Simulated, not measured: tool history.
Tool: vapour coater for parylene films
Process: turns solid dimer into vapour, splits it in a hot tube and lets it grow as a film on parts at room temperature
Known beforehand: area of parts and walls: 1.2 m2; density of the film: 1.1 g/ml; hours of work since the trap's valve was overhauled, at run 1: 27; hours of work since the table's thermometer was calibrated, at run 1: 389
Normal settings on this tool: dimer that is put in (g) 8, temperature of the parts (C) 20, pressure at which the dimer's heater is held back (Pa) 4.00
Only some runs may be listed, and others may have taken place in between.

run    hour  dimer that is put in (g)  temperature of the parts (C)  pressure at which the dimer's heater is held back (Pa)  hours of work since the trap's valve was overhauled  hours of work since the table's thermometer was calibrated  thickness of the film (nm)
  1     0.0                         8                            20                                                    4.00                                                   27                                                         389                        3100
  2    83.3                         3                            20                                                    4.00                                                   67                                                         429                        1140
  3   161.3                         8                            20                                                    4.00                                                  105                                                         466                        3010
  4   233.1                         8                            20                                                    4.00                                                  139                                                         501                        2970
  5   290.5                         3                            20                                                    4.00                                                  167                                                         528                        1070
  6   331.6                         8                            20                                                    3.08                                                  186                                                         548                        3040
  7   387.3                         8                            20                                                    3.08                                                  213                                                         575                        2970
  8   450.2                         8                            13                                                    4.00                                                  243                                                         605                        4010
  9   500.8                         8                            13                                                   11.22                                                  268                                                         629                        3650
 10   559.1                         8                            15                                                    4.00                                                  296                                                         657                        3590
 11   629.4                         8                            20                                                    5.00                                                  329                                                         691                        2650
 12   696.6                         8                            20                                                    5.00                                                  362                                                         723                        2670
      718.6  -- trap's valve overhauled
 13   738.7                         8                            20                                                    5.00                                                   10                                                         742                        3040
 14   807.3                         8                            20                                                    5.00                                                   43                                                         774                        2970
 15   861.3                         8                            20                                                    4.00                                                   69                                                         800                        3060
 16   899.8                         8                            20                                                    4.00                                                   87                                                         819                        3010
 17   947.5                         8                            20                                                    4.00                                                  110                                                         842                        2990
 18  1003.8                         8                            20                                                    4.00                                                  137                                                         869                        2970
 19  1078.7                         8                            20                                                    4.00                                                  173                                                         905                        2860
 20  1118.0                         8                            20                                                    4.00                                                  192                                                         924                        2830
 21  1165.1                         8                            22                                                    4.00                                                  214                                                         946                        2520
 22  1220.5                         8                            22                                                    4.00                                                  241                                                         973                        2540
 23  1283.6                         8                            22                                                    4.00                                                  271                                                        1003                        2470
 24  1324.7                         8                            22                                                    4.00                                                  291                                                        1023                        2470
 25  1387.4                         8                            22                                                    4.00                                                  321                                                        1053                        2420
 26  1468.4                         5                            30                                                   10.06                                                  360                                                        1092                         940
     1493.2  -- trap's valve overhauled
 27  1532.3                         4                            22                                                    2.24                                                   19                                                        1121                        1430
 28  1582.4                        12                            22                                                    2.70                                                   43                                                        1145                        4200
 29  1634.4                         6                            25                                                    3.26                                                   68                                                        1170                        1770
 30  1700.6                         7                            19                                                    9.64                                                  100                                                        1202                        2530
 31  1751.1                        10                            15                                                    4.00                                                  124                                                        1226                        4650
 32  1829.2                         6                            20                                                   11.91                                                  161                                                        1263                        1940
 33  1902.6                         5                            14                                                    5.02                                                  197                                                        1299                        2360
 34  1949.6                        13                            14                                                    8.62                                                  219                                                        1321                        5630
 35  2014.9                        13                            14                                                    8.62                                                  251                                                        1352                        5650
 36  2089.5                         4                            20                                                    4.00                                                  286                                                        1388                        1370
 37  2140.0                         5                            14                                                    4.00                                                  311                                                        1413                        2220
 38  2174.4                         8                            31                                                    4.00                                                  327                                                        1429                        1550
 39  2254.3                         5                            28                                                    2.80                                                  365                                                        1467                        1110
     2273.6  -- trap's valve overhauled
 40  2295.9                         6                            28                                                    2.84                                                   11                                                        1485                        1590
 41  2339.0                         6                            28                                                    7.83                                                   31                                                        1506                        1430
 42  2412.9                         6                            28                                                    7.83                                                   67                                                        1542                        1400
 43  2484.7                         8                            31                                                    2.73                                                  101                                                        1576                        1720
 44  2525.9                        12                            20                                                    2.61                                                  121                                                        1596                        4470
 45  2606.1                         8                            14                                                    7.35                                                  160                                                        1634                        3630
 46  2660.4                         5                            16                                                    4.59                                                  186                                                        1660                        2120

A few steps of thickness of the film (nm) between consecutive runs. Split each: what settings, incoming material and random variation would produce without the hidden state, and what is left over for the hidden state, along with gauge scatter present in only one of the two compared results (measured, and without hidden state):
Hidden state present: vapour lost through the trap's worn valve, %; true temperature of the parts over the reading, C; drift of the gauge itself on film_um, %.
Run 12 -> 13: trap's valve overhauled. thickness of the film (nm) +370: hidden state +380, all else -10.
Run 27 -> 28: dimer that is put in (g) 4 -> 12, pressure at which the dimer's heater is held back (Pa) 2.24 -> 2.70. thickness of the film (nm) +2770: hidden state -180, all else +2950.
Run 33 -> 34: dimer that is put in (g) 5 -> 13, pressure at which the dimer's heater is held back (Pa) 5.02 -> 8.62. thickness of the film (nm) +3270: hidden state -510, all else +3780.
Run 35 -> 36: dimer that is put in (g) 13 -> 4, temperature of the parts (C) 14 -> 20, pressure at which the dimer's heater is held back (Pa) 8.62 -> 4.00. thickness of the film (nm) -4280: hidden state +670, all else -4950.
